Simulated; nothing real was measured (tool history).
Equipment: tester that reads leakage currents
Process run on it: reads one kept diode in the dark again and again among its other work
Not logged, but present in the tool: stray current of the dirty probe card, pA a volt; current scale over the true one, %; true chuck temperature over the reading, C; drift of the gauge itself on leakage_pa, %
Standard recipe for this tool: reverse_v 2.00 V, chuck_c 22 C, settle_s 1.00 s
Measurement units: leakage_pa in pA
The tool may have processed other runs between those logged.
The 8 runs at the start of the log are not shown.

| run | hour | reverse_v | chuck_c | settle_s | hours of work since the probe card was cleaned | hours of work since the tester was calibrated | hours of work since the chuck was calibrated | leakage_pa |
|---|---|---|---|---|---|---|---|---|
| 9 | 347.8 | 18.09 | 22 | 1.00 | 901 | 1374 | 357 | 116.28 |
| 10 | 404.8 | 18.09 | 22 | 1.00 | 929 | 1401 | 385 | 116.48 |
| 11 | 463.4 | 2.00 | 22 | 1.00 | 957 | 1430 | 413 | 38.35 |
| 12 | 496.2 | 2.00 | 22 | 1.00 | 973 | 1446 | 429 | 38.52 |
| 13 | 544.6 | 2.00 | 22 | 1.00 | 996 | 1469 | 452 | 38.90 |
| 14 | 605.2 | 2.00 | 22 | 1.00 | 1026 | 1498 | 482 | 38.97 |
| 15 | 632.3 | 2.00 | 31 | 1.00 | 1039 | 1511 | 495 | 79.49 |
| 16 | 684.4 | 2.00 | 31 | 1.00 | 1064 | 1537 | 520 | 80.69 |
| 17 | 745.2 | 2.00 | 34 | 1.00 | 1093 | 1566 | 550 | 102.37 |
| 18 | 800.8 | 2.00 | 32 | 1.31 | 1120 | 1593 | 576 | 88.06 |
| 19 | 840.2 | 2.00 | 32 | 1.31 | 1139 | 1612 | 596 | 88.27 |
| 20 | 867.6 | 5.15 | 56 | 2.56 | 1153 | 1625 | 609 | 803.94 |
| 21 | 894.9 | 12.79 | 59 | 0.92 | 1166 | 1639 | 622 | 1528.43 |
| 22 | 937.2 | 12.79 | 59 | 0.92 | 1186 | 1659 | 642 | 1528.39 |
| 23 | 998.6 | 14.25 | 59 | 2.73 | 1216 | 1689 | 672 | 1610.08 |
| 24 | 1029.3 | 14.25 | 59 | 2.73 | 1231 | 1704 | 687 | 1619.85 |
| 25 | 1093.6 | 5.67 | 32 | 1.00 | 1262 | 1735 | 718 | 150.54 |
| 26 | 1145.1 | 5.67 | 32 | 1.00 | 1287 | 1760 | 743 | 152.28 |

What does the tool deliver on the next run?
| 27 | 1192.6 | 8.10 | 41 | 0.69 | 1310 | 1783 | 766 | ? |

leakage_pa: 358.17 pA
Take away the tool's hidden state, keep the run-to-run variation as it was, and the same run would have given leakage_pa 305.19 pA.
